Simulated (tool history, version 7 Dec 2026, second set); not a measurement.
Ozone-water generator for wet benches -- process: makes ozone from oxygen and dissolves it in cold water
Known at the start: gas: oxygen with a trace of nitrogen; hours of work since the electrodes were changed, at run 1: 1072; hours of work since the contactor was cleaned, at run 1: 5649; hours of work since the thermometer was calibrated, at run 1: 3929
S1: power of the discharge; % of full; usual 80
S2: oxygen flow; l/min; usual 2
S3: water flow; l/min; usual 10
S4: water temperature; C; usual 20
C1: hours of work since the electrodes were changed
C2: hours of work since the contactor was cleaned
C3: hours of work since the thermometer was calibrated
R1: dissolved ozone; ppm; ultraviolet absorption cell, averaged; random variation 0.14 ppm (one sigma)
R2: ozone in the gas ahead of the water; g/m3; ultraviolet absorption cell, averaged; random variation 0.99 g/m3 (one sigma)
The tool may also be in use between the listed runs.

run   hour  S1    S2  S3  S4    C1    C2    C3    R1     R2
  1      0  80     2  10  20  1072  5649  3929  15.6  168.2
  2   60.7  80     2  10  20  1129  5706  3986  15.7  167.4
  3  116.1  80     2   8  20  1182  5758  4038  18.2  167.1
  4  194.7  80     2   8  20  1256  5832  4112  18.4  166.6
  5  267.7  80     2   8  20  1325  5901  4181  18.5  168.6
  6  311.5  80     2   8  20  1366  5943  4222  18.3  166.5
  7    359  80     2  10  20  1411  5987  4267  15.3    168
  8  435.9  49  2.38  10  20  1483  6060  4340  11.5  113.3
  9  491.3  49  1.46  10  20  1535  6112  4392    10  131.5
 10  536.2  80     2  11  16  1578  6154  4434  14.9  166.1
     549.4  -- water thermometer calibrated
 11  620.7  80     2  11  16  1657  6234    67  14.8  166.1
 12  678.9  49  2.35   8  20  1712  6289   122  13.6  114.9
 13  766.3  71  1.24   9  20  1794  6371   204  13.3  177.5
 14  814.8  50  1.24   8  20  1840  6417   250  11.6  139.7

For each entry between runs, how does the tool's hidden state at the last listed run before it compare with that at the first listed run after it?
In the gap between runs 10 and 11: water thermometer calibrated (hour 549.4)
  yield of the discharge, % of new electrodes': 97.2 -> 97; contactor's efficiency, % of a clean one's: 93.9 -> 93.8; true water temperature over the reading, C: 0.17 -> -0.04
  difference, measured minus the result without the unlogged condition, R1: -0.9 -> -1 ppm; R2: -5.3 -> -5.6 g/m3
